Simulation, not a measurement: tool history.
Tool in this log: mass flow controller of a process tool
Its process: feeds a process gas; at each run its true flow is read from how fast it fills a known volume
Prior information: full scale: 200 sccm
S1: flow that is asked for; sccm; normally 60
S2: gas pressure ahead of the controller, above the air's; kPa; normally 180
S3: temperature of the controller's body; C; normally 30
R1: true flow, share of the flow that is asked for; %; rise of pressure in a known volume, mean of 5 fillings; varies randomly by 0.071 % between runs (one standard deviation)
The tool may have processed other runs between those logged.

run      day   S1   S2  S3      R1
  1    0.000   60  180  30  100.09
  2    8.479   60  180  30  100.13
  3   17.417   60  140  30  100.04
  4   22.375   60  180  30  100.39
  5   29.762   60  144  30  100.25
  6   34.171   60  158  30  100.41
  7   42.488   60  158  30  100.52
  8   46.417   60  180  30  100.64
  9   54.283   60  180  30  100.60
 10   58.383   60  180  30  100.98
 11   67.600   60  180  30  101.00
 12   75.104   60  180  30  101.06
 13   80.342   60  180  30  101.22
 14   84.508   60  180  30  101.17
 15   89.071   60  180  30  101.22
 16   96.538   68  151  28  100.99
 17  103.179   60  261  29  101.76
 18  109.917   60  261  29  101.92
 19  115.108  133  173  31  101.80
 20  121.817   97  156  29  101.53
 21  127.883   97  156  29  101.60
 22  133.108   97  156  29  101.71
 23  138.696   97  156  29  101.67
 24  146.246   46  191  35  102.57
 25  155.438   24  200  26  101.67
 26  164.154   24  218  26  101.90
 27  168.675   24  218  26  101.87
 28  174.842   24  218  26  102.12
 29  184.171   24  218  26  102.23
 30  189.771   57  225  25  102.23

Alternative continuations, all from the tool just after run 30; predict every row:
  A  194.438  77  149  21   ?
  B  194.438  72  195  23   ?
  C  194.438  62  170  34   ?

run      R1
  A  101.53
  B  101.95
  C  102.89
With the hidden condition removed and each run's random variation left untouched, the same runs would have given:
run      R1
  A   99.01
  B   99.42
  C  100.33
